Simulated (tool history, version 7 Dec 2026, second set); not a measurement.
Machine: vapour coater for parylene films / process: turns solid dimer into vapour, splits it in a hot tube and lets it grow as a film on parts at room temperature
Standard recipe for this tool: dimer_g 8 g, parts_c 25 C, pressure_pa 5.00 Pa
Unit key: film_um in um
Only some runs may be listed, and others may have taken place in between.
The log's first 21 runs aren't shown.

run 22 day=36.942 | dimer_g=8 parts_c=26 pressure_pa=5.00 | film_um=1.045
run 23 day=38.842 | dimer_g=8 parts_c=26 pressure_pa=5.00 | film_um=1.036
run 24 day=40.362 | dimer_g=8 parts_c=26 pressure_pa=5.00 | film_um=1.025
run 25 day=41.346 | dimer_g=8 parts_c=26 pressure_pa=2.08 | film_um=1.149
run 26 day=43.704 | dimer_g=8 parts_c=25 pressure_pa=2.10 | film_um=1.177
run 27 day=44.696 | dimer_g=9 parts_c=25 pressure_pa=2.10 | film_um=1.326
run 28 day=46.488 | dimer_g=9 parts_c=25 pressure_pa=2.10 | film_um=1.329
run 29 day=48.338 | dimer_g=6 parts_c=34 pressure_pa=10.10 | film_um=0.538
-- day=48.671 trap's valve overhauled
run 30 day=49.471 | dimer_g=6 parts_c=34 pressure_pa=10.10 | film_um=0.547
run 31 day=50.946 | dimer_g=6 parts_c=34 pressure_pa=3.26 | film_um=0.624
run 32 day=53.108 | dimer_g=14 parts_c=34 pressure_pa=4.80 | film_um=1.396
run 33 day=54.104 | dimer_g=3 parts_c=29 pressure_pa=3.21 | film_um=0.363
-- day=54.583 gauge calibrated
run 34 day=56.417 | dimer_g=11 parts_c=20 pressure_pa=6.69 | film_um=1.715
run 35 day=57.792 | dimer_g=6 parts_c=26 pressure_pa=2.20 | film_um=0.863
run 36 day=58.854 | dimer_g=6 parts_c=26 pressure_pa=10.27 | film_um=0.731
run 37 day=60.146 | dimer_g=5 parts_c=19 pressure_pa=5.00 | film_um=0.829
run 38 day=61.196 | dimer_g=5 parts_c=19 pressure_pa=5.00 | film_um=0.820
run 39 day=62.958 | dimer_g=7 parts_c=30 pressure_pa=5.00 | film_um=0.795
run 40 day=64.662 | dimer_g=8 parts_c=23 pressure_pa=2.56 | film_um=1.267
-- day=64.971 trap's valve overhauled
run 41 day=65.812 | dimer_g=8 parts_c=23 pressure_pa=7.67 | film_um=1.110
run 42 day=66.908 | dimer_g=8 parts_c=23 pressure_pa=5.00 | film_um=1.157
run 43 day=68.417 | dimer_g=4 parts_c=20 pressure_pa=6.77 | film_um=0.620
run 44 day=70.596 | dimer_g=4 parts_c=20 pressure_pa=6.77 | film_um=0.627
run 45 day=72.229 | dimer_g=4 parts_c=20 pressure_pa=5.00 | film_um=0.638

Consider 5 possible next runs. They are alternatives, not a sequence: every one starts from the tool as it was left by run 45. What does each give?
run A day=73.258 | dimer_g=4 parts_c=20 pressure_pa=2.01 | film_um=?
run B day=73.258 | dimer_g=4 parts_c=23 pressure_pa=4.29 | film_um=?
run C day=73.258 | dimer_g=4 parts_c=18 pressure_pa=7.93 | film_um=?
run D day=73.258 | dimer_g=8 parts_c=19 pressure_pa=5.00 | film_um=?
run E day=73.258 | dimer_g=10 parts_c=17 pressure_pa=8.23 | film_um=?

run=A film_um=0.708
run=B film_um=0.585
run=C film_um=0.647
run=D film_um=1.320
run=E film_um=1.671
Stripped of hidden state, with their random variation kept, the same runs would have yielded:
run=A film_um=0.716
run=B film_um=0.591
run=C film_um=0.655
run=D film_um=1.335
run=E film_um=1.689
